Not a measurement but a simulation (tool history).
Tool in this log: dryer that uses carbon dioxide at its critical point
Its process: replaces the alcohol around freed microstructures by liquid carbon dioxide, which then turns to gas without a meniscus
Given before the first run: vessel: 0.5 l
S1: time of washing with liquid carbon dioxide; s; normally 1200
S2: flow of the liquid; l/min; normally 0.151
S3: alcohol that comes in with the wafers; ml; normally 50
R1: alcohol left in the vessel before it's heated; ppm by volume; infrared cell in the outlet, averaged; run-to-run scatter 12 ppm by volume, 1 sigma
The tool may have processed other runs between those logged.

run   hour    S1     S2  S3   R1
  1    0.0  1200  0.151  50  767
  2   15.3  1200  0.151  42  638
  3   29.9  1200  0.151  50  771
  4   38.0  1200  0.151  50  779
  5   49.5  1200  0.151  50  759
  6   68.3  1200  0.151  50  774
  7   85.2  1200  0.151  50  773
  8  101.4  1200  0.151  50  791
  9  120.3  1200  0.151  50  782
 10  134.2  1320  0.151  50  505
 11  150.2  1320  0.151  50  492
 12  162.3  1320  0.151  23  249
 13  181.1  1320  0.151  23  246
 14  197.6  1020  0.162  21  526
 15  209.8  1200  0.162  20  249
 16  228.6  1500  0.151  37  212
 17  246.6  1500  0.151  83  443

Expected results for the next run?
 18  263.2  1500  0.151  83   ?

R1: 439 ppm by volume
With no hidden state in the tool, this same run would have given R1 330 ppm by volume.
